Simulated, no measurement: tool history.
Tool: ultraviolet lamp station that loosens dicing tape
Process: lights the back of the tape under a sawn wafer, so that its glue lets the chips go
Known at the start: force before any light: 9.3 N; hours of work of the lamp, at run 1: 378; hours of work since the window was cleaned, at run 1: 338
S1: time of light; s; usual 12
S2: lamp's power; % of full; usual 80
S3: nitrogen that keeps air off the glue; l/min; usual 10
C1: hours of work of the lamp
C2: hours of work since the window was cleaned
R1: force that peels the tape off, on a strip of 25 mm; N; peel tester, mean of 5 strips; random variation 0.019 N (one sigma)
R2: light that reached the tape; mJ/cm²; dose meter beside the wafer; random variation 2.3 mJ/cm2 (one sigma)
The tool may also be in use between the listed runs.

run 1 hour=0 | S1=12 S2=80 S3=10 | C1=378 C2=338 | R1=1.401 R2=170
run 2 hour=12.2 | S1=12 S2=80 S3=10 | C1=387 C2=346 | R1=1.447 R2=167
run 3 hour=20.5 | S1=12 S2=80 S3=10 | C1=393 C2=352 | R1=1.405 R2=166
run 4 hour=33.8 | S1=12 S2=80 S3=10 | C1=402 C2=362 | R1=1.447 R2=163
run 5 hour=47.4 | S1=12 S2=80 S3=10 | C1=412 C2=372 | R1=1.448 R2=166
run 6 hour=56 | S1=11 S2=61 S3=4 | C1=418 C2=378 | R1=3.493 R2=117
run 7 hour=61.8 | S1=12 S2=80 S3=20 | C1=423 C2=382 | R1=1.026 R2=163
run 8 hour=68 | S1=12 S2=80 S3=20 | C1=427 C2=387 | R1=1.114 R2=162
run 9 hour=74.4 | S1=12 S2=78 S3=5 | C1=432 C2=391 | R1=2.163 R2=162
run 10 hour=87.5 | S1=14 S2=78 S3=12 | C1=441 C2=401 | R1=1.089 R2=183

4 ways to go on from here, each from the tool as it stands after run 10. What would each give?
run A hour=95.8 | S1=24 S2=91 S3=6 | C1=447 C2=407 | R1=? R2=?
run B hour=95.8 | S1=15 S2=80 S3=6 | C1=447 C2=407 | R1=? R2=?
run C hour=95.8 | S1=15 S2=72 S3=7 | C1=447 C2=407 | R1=? R2=?
run D hour=95.8 | S1=10 S2=82 S3=10 | C1=447 C2=407 | R1=? R2=?

run=A R1=0.424 R2=368
run=B R1=1.336 R2=203
run=C R1=1.481 R2=183
run=D R1=1.97 R2=141
Without the tool's hidden state the same runs would have given:
run=A R1=0.285 R2=490
run=B R1=0.791 R2=269
run=C R1=0.893 R2=243
run=D R1=1.244 R2=186

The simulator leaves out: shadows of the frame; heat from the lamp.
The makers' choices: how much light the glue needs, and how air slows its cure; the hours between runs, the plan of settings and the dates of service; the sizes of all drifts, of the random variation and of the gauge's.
